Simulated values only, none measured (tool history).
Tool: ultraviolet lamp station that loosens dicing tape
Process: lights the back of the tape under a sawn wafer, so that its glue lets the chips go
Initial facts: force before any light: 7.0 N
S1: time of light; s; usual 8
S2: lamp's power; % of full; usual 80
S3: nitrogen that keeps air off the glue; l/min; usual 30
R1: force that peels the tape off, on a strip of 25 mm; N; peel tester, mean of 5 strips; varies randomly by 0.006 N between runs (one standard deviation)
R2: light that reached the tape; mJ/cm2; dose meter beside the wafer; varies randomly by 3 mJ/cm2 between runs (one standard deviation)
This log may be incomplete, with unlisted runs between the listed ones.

run,hour,S1,S2,S3,R1,R2
1,0.0,8,80,30,0.176,458
2,12.5,8,80,30,0.166,455
3,28.8,8,80,30,0.166,458
4,43.2,8,80,30,0.154,453
5,62.4,8,80,30,0.165,456
6,79.4,8,80,30,0.172,461
7,87.3,5,80,30,0.475,285
8,99.6,5,80,30,0.465,284
9,115.4,8,80,11,0.332,461
10,131.9,10,80,58,0.107,579
11,146.9,10,95,11,0.139,683
12,157.8,10,95,11,0.149,685
13,175.5,10,95,11,0.144,686
14,184.0,5,76,36,0.504,270
15,194.8,5,76,36,0.470,271
16,203.5,6,80,28,0.332,343
17,215.1,7,80,41,0.184,403
18,231.7,7,80,15,0.363,398

Each row is a separate what-if for the run after 18, all from the same tool condition, not one after another. Results?
A,250.7,14,80,51,?,?
B,250.7,15,99,47,?,?
C,250.7,8,72,10,?,?
D,250.7,5,67,12,?,?

run,R1,R2
A,0.093,803
B,0.100,1059
C,0.458,415
D,1.184,240
Had the tool no hidden state, the same runs would have come out as:
run,R1,R2
A,0.093,804
B,0.100,1062
C,0.456,416
D,1.180,240

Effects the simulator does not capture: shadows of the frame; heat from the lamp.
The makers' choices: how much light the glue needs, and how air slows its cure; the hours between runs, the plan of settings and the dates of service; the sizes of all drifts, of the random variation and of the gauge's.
